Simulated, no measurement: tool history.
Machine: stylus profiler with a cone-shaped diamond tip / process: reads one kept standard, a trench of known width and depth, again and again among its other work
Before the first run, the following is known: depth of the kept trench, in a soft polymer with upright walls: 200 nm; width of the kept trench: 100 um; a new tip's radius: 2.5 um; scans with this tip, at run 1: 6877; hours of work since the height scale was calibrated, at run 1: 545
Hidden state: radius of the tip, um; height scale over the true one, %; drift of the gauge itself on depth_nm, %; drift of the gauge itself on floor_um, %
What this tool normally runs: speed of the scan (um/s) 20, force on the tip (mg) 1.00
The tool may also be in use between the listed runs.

run,hour,speed of the scan (um/s),force on the tip (mg),scans with this tip,hours of work since the height scale was calibrated,depth of the trench (nm),width of the trench's floor (um)
1,0.0,20,1.00,6877,545,200.96,97.07
2,20.4,20,1.00,7040,558,200.87,97.09
3,41.7,20,1.00,7211,571,200.86,97.08
4,66.8,20,1.00,7411,587,200.74,97.10
5,89.2,20,1.00,7591,601,200.86,96.99
6,108.4,20,1.00,7744,613,200.68,97.03
7,130.7,20,1.00,7923,628,200.84,96.99
8,160.7,20,1.00,8163,647,200.69,97.02
9,186.1,20,1.00,8367,663,200.58,96.99
10,213.5,20,1.00,8586,680,200.68,96.93
11,238.5,20,1.00,8786,696,200.71,96.95
12,263.5,20,1.00,8986,712,200.69,96.90
13,297.1,20,1.00,9255,733,200.64,96.90
14,324.1,20,1.00,9471,750,200.70,96.92
15,347.6,20,1.00,9659,765,200.61,96.87
16,364.8,20,1.00,9797,776,200.79,96.92
17,399.2,20,1.00,10072,798,200.42,96.84
18,416.6,20,1.00,10212,809,200.70,96.80
19,436.9,20,2.60,10374,822,201.82,96.85
20,470.1,20,2.60,10640,843,201.57,96.84
21,497.3,20,2.60,10858,860,201.62,96.84
22,511.4,20,2.60,10970,869,201.76,96.84
23,540.6,20,2.60,11205,888,201.74,96.80
24,572.6,7,1.30,11460,908,200.92,96.82
25,596.7,7,1.30,11653,923,200.83,96.87
# hour 599.7: height scale calibrated on a step standard
26,611.6,7,1.30,11769,8,200.39,96.77
27,632.8,5,0.38,11938,21,199.46,96.86
# hour 665.4: height scale calibrated on a step standard, once more
28,665.4,5,0.38,12195,0,200.58,96.73
29,682.7,6,0.38,12334,11,200.72,96.70
30,709.0,9,0.53,12544,28,201.11,96.74
31,725.1,13,0.39,12673,38,200.58,96.64
32,740.8,24,0.39,12799,48,200.68,96.51

Expected results for the next run?
33,770.6,20,0.40,13037,67,?,?

depth of the trench (nm): 200.70
width of the trench's floor (um): 96.55
On a tool with no hidden condition, and with the same random variation, this run would have come out at depth of the trench (nm) 200.69, width of the trench's floor (um) 97.84.
